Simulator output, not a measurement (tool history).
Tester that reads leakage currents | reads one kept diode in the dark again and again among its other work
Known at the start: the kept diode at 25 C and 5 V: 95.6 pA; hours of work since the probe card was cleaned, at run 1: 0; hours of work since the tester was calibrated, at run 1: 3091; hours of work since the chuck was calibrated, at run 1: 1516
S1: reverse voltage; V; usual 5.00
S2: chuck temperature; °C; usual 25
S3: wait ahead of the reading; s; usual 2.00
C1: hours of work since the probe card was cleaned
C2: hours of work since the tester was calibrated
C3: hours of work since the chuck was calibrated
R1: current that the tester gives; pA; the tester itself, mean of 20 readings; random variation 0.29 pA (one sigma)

run	hour	S1	S2	S3	C1	C2	C3	R1
1	0.0	5.00	25	2.00	0	3091	1516	88.99
2	140.8	5.00	25	0.31	91	3182	1608	93.09
3	240.6	5.00	25	3.03	156	3247	1672	90.04
# hour 350.2: tester calibrated
4	412.1	5.00	25	2.28	266	40	1782	91.51
5	607.6	5.00	25	2.28	393	167	1909	92.34
6	794.5	5.00	25	2.28	514	288	2030	93.66
7	907.2	5.00	28	2.00	587	361	2103	115.40
8	1005.3	5.00	28	2.00	651	425	2167	115.31
9	1213.0	5.00	28	2.00	785	560	2302	116.04
# hour 1348.2: tester calibrated, once more
10	1348.2	5.00	25	2.00	872	0	2388	90.85
# hour 1401.6: chuck's temperature calibrated
11	1454.7	5.00	25	2.00	939	68	34	104.86
12	1581.7	5.00	25	2.00	1022	150	117	105.11
13	1720.9	5.00	25	2.00	1112	240	207	105.57
14	1904.6	5.00	25	2.00	1231	360	326	105.55
# hour 1922.4: probe card cleaned and baked
15	2049.5	4.81	25	2.00	82	452	418	93.17
16	2211.3	4.81	22	2.13	187	556	523	75.52
17	2372.0	4.81	22	2.13	292	661	627	76.11
18	2532.0	6.65	42	0.39	395	764	731	339.33
19	2682.8	2.08	46	0.75	493	862	829	301.22
20	2809.2	2.08	47	7.25	575	944	911	318.99
21	2926.9	1.32	25	2.14	651	1021	987	61.88
22	3140.4	3.59	28	2.00	790	1159	1126	107.60
23	3238.9	14.35	25	0.32	854	1223	1190	159.43
24	3441.9	1.41	30	9.74	985	1355	1321	89.71
25	3628.5	3.31	25	2.00	1106	1476	1442	86.07
26	3730.4	3.38	37	5.23	1172	1542	1508	192.13
# hour 3837.3: probe card cleaned and baked
27	3905.2	5.00	37	0.50	44	1653	1620	210.70
28	4032.5	5.00	23	4.36	127	1736	1702	76.76

Some steps in R1 between neighbouring runs. How much of each would the tool show without its hidden state too (settings, what came in, random variation), and how much is left for the hidden state, with any gauge scatter that isn't in both results?
The hidden state here: stray current of the dirty probe card, pA a volt; current scale over the true one, %; true chuck temperature over the reading, C; drift of the gauge itself on leakage_pa, %.
Run 17 -> 18: S1 4.81 -> 6.65, S2 22 -> 42, S3 2.13 -> 0.39. R1 +263.22 pA: hidden state -7.28, all else +270.50.
Run 20 -> 21: S1 2.08 -> 1.32, S2 47 -> 25, S3 7.25 -> 2.14. R1 -257.11 pA: hidden state +10.13, all else -267.24.
Run 22 -> 23: S1 3.59 -> 14.35, S2 28 -> 25, S3 2.00 -> 0.32. R1 +51.83 pA: hidden state +16.63, all else +35.20.
Run 23 -> 24: S1 14.35 -> 1.41, S2 25 -> 30, S3 0.32 -> 9.74. R1 -69.72 pA: hidden state -19.39, all else -50.33.
